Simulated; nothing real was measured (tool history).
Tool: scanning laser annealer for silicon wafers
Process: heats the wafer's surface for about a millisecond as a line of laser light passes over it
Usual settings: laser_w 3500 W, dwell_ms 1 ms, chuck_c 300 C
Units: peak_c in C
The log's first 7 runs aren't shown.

| run | day | laser_w | dwell_ms | chuck_c | hours of work since the window was cleaned | hours of work since the power meter was calibrated | hours of work since the optics were aligned | peak_c |
|---|---|---|---|---|---|---|---|---|
| 8 | 2.133 | 3500 | 1 | 262 | 271 | 213 | 1054 | 967 |
| 9 | 2.408 | 3500 | 1 | 262 | 274 | 217 | 1058 | 967 |
| 10 | 2.608 | 3500 | 1 | 262 | 277 | 220 | 1061 | 966 |
| 11 | 2.925 | 3500 | 1 | 262 | 281 | 224 | 1065 | 969 |
| 12 | 3.15 | 3500 | 1.01 | 300 | 284 | 227 | 1068 | 1009 |
| 13 | 3.446 | 3500 | 1 | 300 | 288 | 231 | 1072 | 1007 |
| 14 | 3.7 | 3500 | 1 | 300 | 291 | 234 | 1075 | 1005 |
| 15 | 3.929 | 3500 | 1 | 300 | 294 | 237 | 1078 | 1006 |
| 16 | 4.108 | 3500 | 1.15 | 300 | 297 | 239 | 1080 | 1051 |
| 17 | 4.292 | 3500 | 1 | 300 | 299 | 242 | 1083 | 1004 |
| 18 | 4.6 | 3500 | 1 | 300 | 303 | 246 | 1087 | 1005 |
| 19 | 4.988 | 3500 | 1.12 | 285 | 308 | 251 | 1092 | 1027 |

The next listed run, before its measurement:
| 20 | 5.262 | 3500 | 0.83 | 328 | 312 | 255 | 1096 | ? |

{"run 20": {"peak_c": 979}}
Without the tool's hidden state the same run would have given peak_c 980 C.

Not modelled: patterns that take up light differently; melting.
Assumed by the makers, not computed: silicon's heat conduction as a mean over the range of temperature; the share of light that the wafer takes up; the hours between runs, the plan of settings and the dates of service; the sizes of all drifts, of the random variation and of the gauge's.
